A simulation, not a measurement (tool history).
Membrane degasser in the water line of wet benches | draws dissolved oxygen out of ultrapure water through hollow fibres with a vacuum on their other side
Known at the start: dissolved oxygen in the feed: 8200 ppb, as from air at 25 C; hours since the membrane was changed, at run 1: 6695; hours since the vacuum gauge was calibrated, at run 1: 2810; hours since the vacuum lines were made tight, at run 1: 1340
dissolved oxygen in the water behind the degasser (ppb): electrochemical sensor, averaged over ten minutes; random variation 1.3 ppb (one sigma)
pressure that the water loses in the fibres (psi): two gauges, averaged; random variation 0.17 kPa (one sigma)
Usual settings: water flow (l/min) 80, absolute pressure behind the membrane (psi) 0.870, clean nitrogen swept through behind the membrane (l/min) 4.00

run,hour,water flow (l/min),absolute pressure behind the membrane (psi),clean nitrogen swept through behind the membrane (l/min),hours since the membrane was changed,hours since the vacuum gauge was calibrated,hours since the vacuum lines were made tight,dissolved oxygen in the water behind the degasser (ppb),pressure that the water loses in the fibres (psi)
1,0.0,80,0.870,4.00,6695,2810,1340,127.3,8.752
2,207.1,80,0.870,4.00,6902,3017,1547,126.1,8.799
3,423.0,80,0.870,1.77,7118,3233,1763,249.3,8.770
4,724.1,80,0.866,4.00,7419,3534,2064,126.0,8.723
5,1038.3,80,0.866,4.00,7733,3849,2378,124.8,8.724
6,1341.9,80,0.866,5.41,8037,4152,2681,95.4,8.730
7,1478.5,80,0.866,5.41,8174,4289,2818,96.3,8.663
8,1672.2,80,0.866,5.41,8367,4483,3012,95.1,8.705
9,1808.6,80,0.866,5.41,8504,4619,3148,96.1,8.717
10,2071.5,80,0.866,5.41,8767,4882,3411,94.4,8.704
11,2267.6,80,0.866,5.41,8963,5078,3607,96.4,8.698
12,2478.2,80,0.866,5.41,9173,5289,3818,97.6,8.746
13,2640.4,69,0.870,4.00,9336,5451,3980,108.3,7.458
# hour 2787.0: seals of the vacuum lines changed
14,2912.7,80,0.870,1.96,9606,5721,126,230.7,8.679
15,3193.9,80,1.099,4.00,9887,6002,407,195.8,8.679
16,3459.8,80,1.099,4.00,10153,6268,673,194.6,8.708

Run 17 comes next. What will it give?
17,3755.5,80,1.099,4.00,10449,6564,968,?,?

dissolved oxygen in the water behind the degasser (ppb): 190.1
pressure that the water loses in the fibres (psi): 8.650
Without the tool's hidden state the same run would have given dissolved oxygen in the water behind the degasser (ppb) 189.9, pressure that the water loses in the fibres (psi) 8.752.
